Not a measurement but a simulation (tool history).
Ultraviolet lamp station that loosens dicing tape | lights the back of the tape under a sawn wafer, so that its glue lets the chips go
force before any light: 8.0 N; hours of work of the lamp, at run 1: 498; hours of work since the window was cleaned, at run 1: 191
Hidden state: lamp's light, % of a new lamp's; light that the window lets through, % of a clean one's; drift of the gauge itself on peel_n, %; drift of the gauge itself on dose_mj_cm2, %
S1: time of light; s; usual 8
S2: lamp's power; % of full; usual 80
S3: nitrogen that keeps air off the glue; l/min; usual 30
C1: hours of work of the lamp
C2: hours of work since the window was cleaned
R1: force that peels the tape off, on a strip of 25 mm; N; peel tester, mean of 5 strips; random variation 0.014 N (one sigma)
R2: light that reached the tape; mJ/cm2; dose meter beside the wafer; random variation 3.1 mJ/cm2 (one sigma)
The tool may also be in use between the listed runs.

{"run": 1, "day": 0.0, "S1": 8, "S2": 80, "S3": 30, "C1": 498, "C2": 191, "R1": 0.657, "R2": 486}
{"run": 2, "day": 1.512, "S1": 8, "S2": 89, "S3": 30, "C1": 515, "C2": 207, "R1": 0.505, "R2": 544}
{"run": 3, "day": 2.996, "S1": 8, "S2": 89, "S3": 30, "C1": 531, "C2": 223, "R1": 0.52, "R2": 537}
{"run": 4, "day": 3.85, "S1": 6, "S2": 80, "S3": 30, "C1": 540, "C2": 232, "R1": 1.137, "R2": 366}
{"run": 5, "day": 4.867, "S1": 8, "S2": 80, "S3": 23, "C1": 551, "C2": 243, "R1": 0.73, "R2": 483}
{"day": 5.312, "done": "window cleaned of glue's vapour"}
{"run": 6, "day": 5.75, "S1": 8, "S2": 80, "S3": 23, "C1": 560, "C2": 5, "R1": 0.768, "R2": 483}
{"run": 7, "day": 6.571, "S1": 8, "S2": 80, "S3": 23, "C1": 569, "C2": 14, "R1": 0.751, "R2": 482}
{"run": 8, "day": 7.712, "S1": 8, "S2": 80, "S3": 23, "C1": 581, "C2": 26, "R1": 0.753, "R2": 484}
{"run": 9, "day": 9.25, "S1": 8, "S2": 80, "S3": 23, "C1": 597, "C2": 42, "R1": 0.735, "R2": 490}
{"run": 10, "day": 10.704, "S1": 11, "S2": 80, "S3": 23, "C1": 613, "C2": 58, "R1": 0.398, "R2": 666}
{"run": 11, "day": 11.496, "S1": 8, "S2": 65, "S3": 17, "C1": 622, "C2": 66, "R1": 1.35, "R2": 392}
{"run": 12, "day": 12.3, "S1": 8, "S2": 65, "S3": 22, "C1": 630, "C2": 75, "R1": 1.15, "R2": 397}
{"run": 13, "day": 13.488, "S1": 7, "S2": 80, "S3": 22, "C1": 643, "C2": 88, "R1": 0.989, "R2": 430}
{"run": 14, "day": 15.029, "S1": 7, "S2": 80, "S3": 12, "C1": 659, "C2": 104, "R1": 1.368, "R2": 427}
{"run": 15, "day": 16.321, "S1": 4, "S2": 91, "S3": 43, "C1": 673, "C2": 118, "R1": 1.519, "R2": 279}
{"run": 16, "day": 17.05, "S1": 9, "S2": 87, "S3": 20, "C1": 681, "C2": 126, "R1": 0.554, "R2": 588}
{"run": 17, "day": 18.375, "S1": 6, "S2": 64, "S3": 20, "C1": 695, "C2": 140, "R1": 1.938, "R2": 293}
{"run": 18, "day": 19.933, "S1": 12, "S2": 64, "S3": 20, "C1": 712, "C2": 157, "R1": 0.566, "R2": 586}
{"run": 19, "day": 20.708, "S1": 5, "S2": 70, "S3": 19, "C1": 720, "C2": 165, "R1": 2.263, "R2": 268}
{"run": 20, "day": 21.479, "S1": 5, "S2": 98, "S3": 16, "C1": 729, "C2": 174, "R1": 1.53, "R2": 374}

Forecast each of these 5 alternatives for the next run:
{"run": "A", "day": 22.217, "S1": 8, "S2": 64, "S3": 34, "C1": 737, "C2": 182, "R1": "?", "R2": "?"}
{"run": "B", "day": 22.217, "S1": 5, "S2": 98, "S3": 19, "C1": 737, "C2": 182, "R1": "?", "R2": "?"}
{"run": "C", "day": 22.217, "S1": 5, "S2": 98, "S3": 31, "C1": 737, "C2": 182, "R1": "?", "R2": "?"}
{"run": "D", "day": 22.217, "S1": 8, "S2": 63, "S3": 30, "C1": 737, "C2": 182, "R1": "?", "R2": "?"}
{"run": "E", "day": 22.217, "S1": 5, "S2": 96, "S3": 16, "C1": 737, "C2": 182, "R1": "?", "R2": "?"}

run=A R1=0.93 R2=386
run=B R1=1.355 R2=370
run=C R1=1.056 R2=373
run=D R1=1.047 R2=382
run=E R1=1.513 R2=364
Without the tool's hidden state the same runs would have given:
run=A R1=0.927 R2=386
run=B R1=1.353 R2=370
run=C R1=1.054 R2=373
run=D R1=1.045 R2=382
run=E R1=1.51 R2=364

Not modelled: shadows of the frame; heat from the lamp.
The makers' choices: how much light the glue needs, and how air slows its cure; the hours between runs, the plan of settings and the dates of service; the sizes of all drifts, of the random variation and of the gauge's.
